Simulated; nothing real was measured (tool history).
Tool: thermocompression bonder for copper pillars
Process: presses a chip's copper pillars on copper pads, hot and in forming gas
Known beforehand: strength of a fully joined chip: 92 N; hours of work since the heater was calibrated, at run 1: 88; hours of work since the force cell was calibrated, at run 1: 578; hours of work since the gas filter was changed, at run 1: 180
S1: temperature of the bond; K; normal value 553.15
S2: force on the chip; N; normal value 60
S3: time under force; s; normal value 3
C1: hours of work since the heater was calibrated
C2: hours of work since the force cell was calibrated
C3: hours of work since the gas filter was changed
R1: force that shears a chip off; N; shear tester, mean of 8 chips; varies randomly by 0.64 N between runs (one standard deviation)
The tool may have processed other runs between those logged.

Run 1, hour 0.0: usual settings; C1 88; C2 578; C3 180. Result: R1 38.8 N.
Run 2, hour 50.6: usual settings but S3 2 s; C1 127; C2 617; C3 219. Result: R1 31.5 N.
Run 3, hour 88.4: usual settings but S3 8 s; C1 156; C2 645; C3 247. Result: R1 52.1 N.
At hour 125.2: forming gas filter changed.
Run 4, hour 133.1: usual settings but S3 8 s; C1 190; C2 679; C3 6. Result: R1 56.7 N.
Run 5, hour 177.6: usual settings but S3 8 s; C1 223; C2 713; C3 40. Result: R1 55.9 N.
Run 6, hour 207.8: usual settings but S3 8 s; C1 247; C2 736; C3 63. Result: R1 56.8 N.
Run 7, hour 260.9: usual settings but S3 8 s; C1 287; C2 776; C3 103. Result: R1 55.6 N.
Run 8, hour 311.7: usual settings but S3 8 s; C1 326; C2 815; C3 142. Result: R1 55.5 N.
Run 9, hour 350.6: usual settings but S3 8 s; C1 355; C2 845; C3 172. Result: R1 56.9 N.
Run 10, hour 400.8: usual settings; C1 394; C2 883; C3 210. Result: R1 39.2 N.
Run 11, hour 443.0: usual settings; C1 426; C2 915; C3 242. Result: R1 39.2 N.
Run 12, hour 479.7: usual settings; C1 454; C2 943; C3 270. Result: R1 39.2 N.
At hour 484.3: forming gas filter changed.
Run 13, hour 531.0: usual settings but S2 44 N; C1 493; C2 982; C3 36. Result: R1 36.3 N.
Run 14, hour 574.4: usual settings but S2 44 N; C1 526; C2 1015; C3 69. Result: R1 35.0 N.
Run 15, hour 626.7: usual settings but S2 44 N; C1 565; C2 1055; C3 109. Result: R1 35.2 N.
Run 16, hour 651.0: usual settings but S2 44 N; C1 584; C2 1073; C3 127. Result: R1 34.8 N.
Run 17, hour 699.2: usual settings but S2 54 N, S3 2 s; C1 621; C2 1110; C3 164. Result: R1 34.0 N.
Run 18, hour 742.3: usual settings but S2 41 N; C1 654; C2 1143; C3 197. Result: R1 34.6 N.
Run 19, hour 765.6: usual settings but S1 544.15 K; C1 671; C2 1161; C3 214. Result: R1 35.6 N.
At hour 771.3: force cell calibrated.
Run 20, hour 808.4: usual settings but S1 544.15 K; C1 703; C2 28; C3 246. Result: R1 36.6 N.
At hour 845.2: forming gas filter changed.
Run 21, hour 860.5: usual settings but S1 555.15 K, S2 37 N, S3 4 s; C1 742; C2 68; C3 12. Result: R1 41.0 N.
Run 22, hour 885.9: usual settings but S1 555.15 K, S2 37 N, S3 4 s; C1 762; C2 87; C3 31. Result: R1 38.5 N.
At hour 894.0: force cell calibrated, once more.
Run 23, hour 909.5: usual settings but S1 555.15 K, S2 42 N, S3 4 s; C1 778; C2 12; C3 48. Result: R1 42.2 N.
Run 24, hour 940.0: usual settings but S1 555.15 K, S2 42 N, S3 4 s; C1 802; C2 35; C3 71. Result: R1 41.1 N.
Run 25, hour 963.9: usual settings but S1 580.15 K; C1 820; C2 53; C3 89. Result: R1 59.6 N.
Run 26, hour 1017.6: usual settings but S1 580.15 K; C1 861; C2 94; C3 130. Result: R1 57.5 N.
Run 27, hour 1056.2: usual settings but S1 580.15 K; C1 890; C2 124; C3 160. Result: R1 58.4 N.
Run 28, hour 1093.6: usual settings but S1 542.15 K, S2 38 N, S3 2 s; C1 919; C2 152; C3 188. Result: R1 23.4 N.

Below are 4 alternative next runs, each starting from the tool's condition after run 28. Predict each:
Run A, hour 1130.1: usual settings but S1 542.15 K, S2 67 N, S3 2 s; C1 947; C2 180; C3 216. Result: R1 ?.
Run B, hour 1130.1: usual settings but S2 71 N, S3 4 s; C1 947; C2 180; C3 216. Result: R1 ?.
Run C, hour 1130.1: usual settings but S1 547.15 K, S2 39 N, S3 2 s; C1 947; C2 180; C3 216. Result: R1 ?.
Run D, hour 1130.1: usual settings but S2 43 N; C1 947; C2 180; C3 216. Result: R1 ?.

run    R1
  A  31.4
  B  49.8
  C  25.5
  D  35.1
What these runs would have given with no unlogged condition in the tool:
run    R1
  A  29.5
  B  48.0
  C  23.9
  D  33.3
